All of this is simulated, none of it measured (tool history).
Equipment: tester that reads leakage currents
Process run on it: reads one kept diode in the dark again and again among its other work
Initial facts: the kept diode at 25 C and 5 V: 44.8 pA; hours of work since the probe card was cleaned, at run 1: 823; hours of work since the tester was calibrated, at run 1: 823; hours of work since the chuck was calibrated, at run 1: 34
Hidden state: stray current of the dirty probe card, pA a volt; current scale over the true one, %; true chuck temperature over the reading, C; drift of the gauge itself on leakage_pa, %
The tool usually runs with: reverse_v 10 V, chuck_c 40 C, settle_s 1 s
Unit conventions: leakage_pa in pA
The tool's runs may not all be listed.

run	hour	reverse_v	chuck_c	settle_s	hours of work since the probe card was cleaned	hours of work since the tester was calibrated	hours of work since the chuck was calibrated	leakage_pa
1	0	10	40	1	823	823	34	211.48
2	23.4	10	40	0.99	835	835	46	212.4
3	54.2	10	40	0.99	851	851	62	212.05
4	91.3	5.8	40	1	870	870	82	154.29
5	126.5	10	40	1	889	889	100	212.13
6	163.5	10	40	1	908	908	119	214.13
7	180.2	10	40	1	917	917	128	212.6
8	216.4	3.4	40	1	936	936	147	114.88
9	250.3	10	40	1	954	954	165	213.81
10	277.2	10	40	1	968	968	179	215.1
11	311.6	10	40	1	986	986	197	214.49
12	343.2	10	40	1	1002	1002	213	213.95
13	374.7	10	40	0.6	1019	1019	230	217.02
14	405.5	10	40	0.6	1035	1035	246	217.35
15	433.7	1.3	40	1	1049	1049	261	66.19
16	461.8	1.3	40	1	1064	1064	275	66.29
17	486.4	10	40	1	1077	1077	288	216.16
18	511	10	40	1	1090	1090	301	217.32
19	543.1	10	39	1	1106	1106	318	203.57
20	562	10	39	1	1116	1116	328	203.19
21	587.5	2.5	27	9.39	1130	1130	341	39.43
22	620.5	10	55	1	1147	1147	358	563.29
23	651.9	3	36	1	1163	1163	375	82.73
# hour 656.8: tester calibrated
24	688.8	3	36	1	1182	17	393	82.77
25	728.5	3	36	1	1202	37	414	82.74
26	751.7	2.9	21	4.99	1214	50	426	28.93
# hour 778.9: tester calibrated, once more
27	781	10	45	5.42	1229	1	440	298.8
28	800.9	3.7	39	5.42	1239	11	450	113.21
29	826.6	3.7	39	5.42	1252	25	464	113.01
30	857	3.7	39	5.42	1268	41	480	113.11
31	892.3	3.5	40	1.43	1287	59	498	117.67
32	920.3	7.6	40	2.77	1301	74	513	185.69
33	956.8	10	32	4.04	1321	93	532	129.26
34	984	5.8	38	6.47	1335	107	546	138.48
35	1018.5	5.8	38	6.47	1353	125	564	138.79
36	1038.8	5.8	51	0.43	1363	136	575	325.03
37	1078.4	13	55	7.86	1384	156	595	659.31
38	1098.2	13	55	7.86	1394	167	606	656.37
39	1118.8	11	40	0.33	1405	178	616	240.23

Entry by entry between the runs, the difference in hidden state between the last listed run before and the first listed run after:
Between runs 23 and 24: tester calibrated (hour 656.8)
  stray current of the dirty probe card, pA a volt: 1.202 -> 1.22; current scale over the true one, %: 0.65 -> 0.74; true chuck temperature over the reading, C: 0.3 -> 0.31
  measured less the result without the state, leakage_pa: +5.76 -> +5.94 pA
Between runs 26 and 27: tester calibrated, once more (hour 778.9)
  stray current of the dirty probe card, pA a volt: 1.252 -> 1.266; current scale over the true one, %: 0.76 -> -0.03; true chuck temperature over the reading, C: 0.33 -> 0.34
  measured less the result without the state, leakage_pa: +4.44 -> +18.87 pA
